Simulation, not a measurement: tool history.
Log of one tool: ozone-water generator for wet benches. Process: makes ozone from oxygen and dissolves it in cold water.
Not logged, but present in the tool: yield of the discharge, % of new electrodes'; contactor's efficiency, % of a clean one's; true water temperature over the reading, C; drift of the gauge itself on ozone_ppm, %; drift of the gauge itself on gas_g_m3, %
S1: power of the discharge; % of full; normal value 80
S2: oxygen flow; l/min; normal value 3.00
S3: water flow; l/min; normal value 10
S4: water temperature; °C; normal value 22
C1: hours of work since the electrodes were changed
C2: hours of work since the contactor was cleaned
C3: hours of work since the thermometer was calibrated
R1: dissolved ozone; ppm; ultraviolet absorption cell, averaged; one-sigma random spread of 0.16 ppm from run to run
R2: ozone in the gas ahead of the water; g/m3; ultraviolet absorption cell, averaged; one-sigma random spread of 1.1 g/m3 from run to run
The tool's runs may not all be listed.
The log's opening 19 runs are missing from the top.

run	hour	S1	S2	S3	S4	C1	C2	C3	R1	R2
20	891.2	79	2.92	15	24	1005	3007	5473	13.0	177.5
21	916.3	80	4.34	13	22	1023	3026	5491	15.3	150.4
22	953.8	80	4.34	13	22	1051	3053	5518	15.1	148.0
23	1012.7	80	4.34	13	22	1093	3095	5561	15.0	147.1
24	1038.9	80	4.34	13	22	1112	3114	5580	15.1	148.7
25	1080.2	80	4.34	13	22	1142	3144	5610	15.0	149.5
26	1131.2	80	2.84	10	21	1179	3181	5647	18.6	180.0
27	1179.9	90	2.54	10	22	1214	3216	5682	20.1	212.6
28	1206.3	90	2.54	10	22	1233	3235	5701	20.3	208.6
# hour 1244.0: water thermometer calibrated
29	1244.9	80	3.00	8	22	1261	3263	1	21.9	175.4
30	1289.4	80	3.05	7	22	1293	3295	33	23.5	175.3
31	1349.8	80	3.05	7	22	1337	3339	77	23.5	173.7
32	1380.1	80	5.32	12	22	1359	3361	98	15.9	134.3

Forecast each of these 5 alternatives for the next run:
A	1432.6	98	5.32	12	17	1397	3399	137	?	?
B	1432.6	91	2.35	10	18	1397	3399	137	?	?
C	1432.6	51	3.00	15	20	1397	3399	137	?	?
D	1432.6	46	3.00	15	29	1397	3399	137	?	?
E	1432.6	42	3.00	12	22	1397	3399	137	?	?

run	R1	R2
A	20.5	158.2
B	21.3	218.1
C	9.2	122.3
D	7.5	110.5
E	9.3	103.2
Had the tool no hidden state, the same runs would have come out as:
run	R1	R2
A	22.9	169.7
B	23.7	233.3
C	10.0	127.4
D	8.1	114.5
E	10.0	106.5
